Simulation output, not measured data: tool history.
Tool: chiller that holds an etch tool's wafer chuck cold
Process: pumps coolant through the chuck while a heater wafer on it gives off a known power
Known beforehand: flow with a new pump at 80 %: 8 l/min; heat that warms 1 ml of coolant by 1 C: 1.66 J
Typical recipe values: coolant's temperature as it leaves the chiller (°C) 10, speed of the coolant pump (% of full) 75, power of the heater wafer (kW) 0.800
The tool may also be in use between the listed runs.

run,hour,coolant's temperature as it leaves the chiller (°C),speed of the coolant pump (% of full),power of the heater wafer (kW),chuck's temperature once it has settled (°C),how much warmer the coolant comes back (C)
1,0.0,10,75,0.800,21.2,3.98
2,33.8,10,75,0.800,21.0,4.07
3,82.1,10,75,0.800,21.2,4.09
4,125.5,10,75,0.800,21.5,4.03
5,185.8,10,75,0.800,21.1,4.02
6,238.4,10,75,0.800,21.3,4.01
7,308.1,10,75,0.800,21.2,4.03
8,355.2,10,75,0.800,21.2,4.00
9,416.0,10,75,0.800,21.2,4.05
10,456.7,10,75,0.800,21.1,4.03
11,510.6,9,75,0.800,20.2,4.02
12,557.7,10,75,0.800,21.1,4.06
13,614.7,10,75,0.800,21.1,4.05
14,648.4,10,75,0.800,21.3,4.04
15,685.7,4,75,0.800,15.3,4.06
16,734.2,14,75,0.800,25.2,4.06
17,769.3,13,75,0.800,24.2,4.08
18,828.8,6,91,0.665,14.0,2.72
19,859.8,6,91,0.665,14.0,2.72
20,921.1,6,91,0.665,13.9,2.75
21,950.5,3,75,0.497,10.0,2.50
22,998.1,11,64,0.763,23.3,4.53
23,1059.9,11,64,0.763,23.4,4.62
24,1089.0,4,99,0.615,10.9,2.36
25,1130.3,4,99,0.615,10.9,2.38
26,1161.4,5,82,0.403,10.0,1.89
27,1215.4,19,75,0.423,25.0,2.19
28,1264.3,9,75,0.549,16.7,2.84
29,1316.0,10,96,0.800,19.5,3.11
30,1352.4,10,92,0.604,17.3,2.45

Run 31 has not been measured yet. What should we expect?
31,1413.8,10,92,0.604,?,?

chuck's temperature once it has settled (°C): 17.2
how much warmer the coolant comes back (C): 2.47
On a tool with no hidden condition, and with the same random variation, this run would have come out at chuck's temperature once it has settled (°C) 16.6, how much warmer the coolant comes back (C) 2.34.
